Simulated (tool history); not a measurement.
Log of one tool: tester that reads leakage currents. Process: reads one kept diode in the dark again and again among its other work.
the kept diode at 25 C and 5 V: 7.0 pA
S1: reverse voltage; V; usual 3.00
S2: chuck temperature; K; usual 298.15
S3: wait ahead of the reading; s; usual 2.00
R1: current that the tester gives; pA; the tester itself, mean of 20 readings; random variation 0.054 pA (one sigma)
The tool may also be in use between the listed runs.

run,hour,S1,S2,S3,R1
1,0.0,3.00,298.15,2.00,9.10
2,98.6,5.75,298.15,2.00,13.40
# hour 161.0: probe card cleaned and baked
3,184.0,5.75,298.15,2.00,8.81
4,267.0,5.75,298.15,2.00,8.95
5,326.6,5.75,298.15,2.00,9.02
6,419.9,5.75,298.15,2.00,9.17
7,510.3,3.00,298.15,2.00,7.22
8,568.6,2.16,298.15,2.00,6.33
9,675.8,2.16,298.15,2.00,6.48
10,749.9,2.16,298.15,5.29,6.24
11,848.1,2.16,298.15,5.29,6.44
12,936.5,2.65,329.15,0.59,69.58
# hour 956.8: chuck's temperature calibrated
13,1034.0,2.65,329.15,0.59,66.61
14,1093.3,2.65,329.15,0.59,66.67
15,1201.3,2.80,296.15,2.00,6.42
16,1269.1,2.80,296.15,2.00,6.57
17,1329.8,12.30,314.15,0.84,44.75
18,1405.9,12.30,314.15,0.84,45.34
19,1457.0,1.22,329.15,2.00,51.73

3 ways to go on from here, each from the tool as it stands after run 19. What would each give?
A,1536.3,1.88,297.15,5.28,?
B,1536.3,1.22,303.15,2.00,?
C,1536.3,7.02,298.15,2.46,?

run,R1
A,5.84
B,7.86
C,12.33
Without the tool's hidden state the same runs would have given:
run,R1
A,4.83
B,7.12
C,8.80
